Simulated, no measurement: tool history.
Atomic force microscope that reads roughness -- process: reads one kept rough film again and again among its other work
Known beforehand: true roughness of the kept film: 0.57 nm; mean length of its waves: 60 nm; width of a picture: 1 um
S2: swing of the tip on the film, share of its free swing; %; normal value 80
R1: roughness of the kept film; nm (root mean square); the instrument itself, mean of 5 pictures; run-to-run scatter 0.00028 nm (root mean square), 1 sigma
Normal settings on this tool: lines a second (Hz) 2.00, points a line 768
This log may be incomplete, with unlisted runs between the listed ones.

Run 1, day 0.000: usual settings. Result: R1 0.4816 nm (root mean square).
At day 0.846: new tip fitted.
Run 2, day 1.588: usual settings. Result: R1 0.4823 nm (root mean square).
Run 3, day 2.375: usual settings but S2 89 %. Result: R1 0.4464 nm (root mean square).
At day 2.975: new tip fitted.
Run 4, day 3.554: usual settings but points a line 373. Result: R1 0.4813 nm (root mean square).
Run 5, day 4.358: usual settings but points a line 373. Result: R1 0.4808 nm (root mean square).
At day 5.162: new tip fitted.
Run 6, day 5.846: usual settings but points a line 373. Result: R1 0.4809 nm (root mean square).
Run 7, day 6.533: usual settings. Result: R1 0.4808 nm (root mean square).
At day 7.308: new tip fitted.
Run 8, day 7.762: usual settings. Result: R1 0.4820 nm (root mean square).
Run 9, day 8.704: usual settings. Result: R1 0.4812 nm (root mean square).
At day 9.475: new tip fitted.
Run 10, day 9.875: usual settings. Result: R1 0.4821 nm (root mean square).
Run 11, day 10.762: usual settings. Result: R1 0.4812 nm (root mean square).
At day 11.588: new tip fitted.
Run 12, day 12.183: usual settings. Result: R1 0.4819 nm (root mean square).
Run 13, day 13.271: usual settings but S2 84 %. Result: R1 0.4666 nm (root mean square).
At day 13.738: new tip fitted.
Run 14, day 14.212: usual settings but S2 84 %. Result: R1 0.4672 nm (root mean square).
Run 15, day 15.021: usual settings but S2 84 %. Result: R1 0.4661 nm (root mean square).
Run 16, day 15.754: usual settings but S2 84 %. Result: R1 0.4659 nm (root mean square).
At day 15.900: new tip fitted.
Run 17, day 17.262: usual settings. Result: R1 0.4815 nm (root mean square).
At day 18.050: new tip fitted.
Run 18, day 18.604: usual settings. Result: R1 0.4814 nm (root mean square).
Run 19, day 19.754: usual settings. Result: R1 0.4803 nm (root mean square).
At day 20.246: new tip fitted.
Run 20, day 20.462: usual settings. Result: R1 0.4822 nm (root mean square).
Run 21, day 21.729: usual settings but points a line 257. Result: R1 0.4795 nm (root mean square).
At day 22.400: new tip fitted.
Run 22, day 23.017: usual settings but points a line 257. Result: R1 0.4799 nm (root mean square).
Run 23, day 23.917: usual settings. Result: R1 0.4811 nm (root mean square).
At day 24.525: new tip fitted.
Run 24, day 24.604: usual settings. Result: R1 0.4818 nm (root mean square).
Run 25, day 25.821: usual settings but S2 86 %. Result: R1 0.4579 nm (root mean square).
Run 26, day 26.475: usual settings but S2 86 %, points a line 546. Result: R1 0.4578 nm (root mean square).
At day 26.667: new tip fitted.
Run 27, day 27.879: usual settings but lines a second (Hz) 0.62, points a line 507. Result: R1 0.5356 nm (root mean square).
At day 28.762: new tip fitted.
Run 28, day 28.929: usual settings but lines a second (Hz) 0.62, points a line 507. Result: R1 0.5359 nm (root mean square).
Run 29, day 30.225: usual settings but lines a second (Hz) 0.62, points a line 507. Result: R1 0.5351 nm (root mean square).
At day 31.000: new tip fitted.
Run 30, day 31.262: usual settings but lines a second (Hz) 0.62, points a line 507. Result: R1 0.5362 nm (root mean square).
Run 31, day 32.396: usual settings but lines a second (Hz) 0.62, points a line 507. Result: R1 0.5355 nm (root mean square).
At day 33.117: new tip fitted.
Run 32, day 33.529: usual settings but lines a second (Hz) 0.62, points a line 507. Result: R1 0.5353 nm (root mean square).
Run 33, day 35.129: usual settings but lines a second (Hz) 3.91, S2 59 %, points a line 507. Result: R1 0.5114 nm (root mean square).
At day 35.300: new tip fitted.
Run 34, day 36.167: usual settings but S2 65 %, points a line 495. Result: R1 0.5246 nm (root mean square).
Run 35, day 36.971: usual settings but S2 61 %, points a line 416. Result: R1 0.5321 nm (root mean square).
At day 37.417: new tip fitted.
Run 36, day 37.700: usual settings but S2 66 %, points a line 876. Result: R1 0.5230 nm (root mean square).
Run 37, day 39.238: usual settings but S2 66 %, points a line 876. Result: R1 0.5220 nm (root mean square).
At day 39.612: new tip fitted.
Run 38, day 40.412: usual settings but S2 66 %, points a line 876. Result: R1 0.5229 nm (root mean square).
At day 41.754: new tip fitted.
Run 39, day 41.988: usual settings but S2 66 %, points a line 876. Result: R1 0.5229 nm (root mean square).
Run 40, day 42.804: usual settings but S2 66 %, points a line 876. Result: R1 0.5224 nm (root mean square).
At day 43.958: new tip fitted.
Run 41, day 44.383: usual settings but S2 66 %, points a line 876. Result: R1 0.5229 nm (root mean square).
Run 42, day 45.892: usual settings but S2 66 %, points a line 876. Result: R1 0.5210 nm (root mean square).
At day 46.125: new tip fitted.
Run 43, day 47.496: usual settings but lines a second (Hz) 0.56, points a line 357. Result: R1 0.5365 nm (root mean square).
At day 48.329: new tip fitted.
Run 44, day 48.825: usual settings but lines a second (Hz) 0.65, S2 67 %, points a line 519. Result: R1 0.5490 nm (root mean square).
Run 45, day 50.129: usual settings but lines a second (Hz) 3.44, S2 67 %, points a line 519. Result: R1 0.4908 nm (root mean square).
At day 50.442: new tip fitted.
Run 46, day 51.046: usual settings but lines a second (Hz) 0.61, points a line 308. Result: R1 0.5350 nm (root mean square).
At day 52.633: new tip fitted.
Run 47, day 52.658: usual settings but lines a second (Hz) 0.58, S2 59 %, points a line 308. Result: R1 0.5552 nm (root mean square).
Run 48, day 53.575: usual settings but lines a second (Hz) 0.58, S2 59 %, points a line 308. Result: R1 0.5544 nm (root mean square).
Run 49, day 54.621: usual settings but lines a second (Hz) 0.69, points a line 352. Result: R1 0.5305 nm (root mean square).
At day 54.783: new tip fitted.
Run 50, day 55.679: usual settings but lines a second (Hz) 0.71, S2 62 %, points a line 718. Result: R1 0.5517 nm (root mean square).
At day 56.938: new tip fitted.
Run 51, day 56.958: usual settings but S2 62 %, points a line 652. Result: R1 0.5313 nm (root mean square).
Run 52, day 57.833: usual settings but S2 62 %. Result: R1 0.5305 nm (root mean square).

Consider 3 possible next runs. They are alternatives, not a sequence: every one starts from the tool as it was left by run 52. What does each give?
At day 59.167: new tip fitted.
Run A, day 59.329: usual settings but lines a second (Hz) 0.76. Result: R1 ?.
At day 59.167: new tip fitted.
Run B, day 59.329: usual settings but S2 73 %, points a line 312. Result: R1 ?.
At day 59.167: new tip fitted.
Run C, day 59.329: usual settings but points a line 471. Result: R1 ?.

run      R1
  A  0.5294
  B  0.5027
  C  0.4806
Without the tool's hidden state the same runs would have given:
run      R1
  A  0.5325
  B  0.5057
  C  0.4834
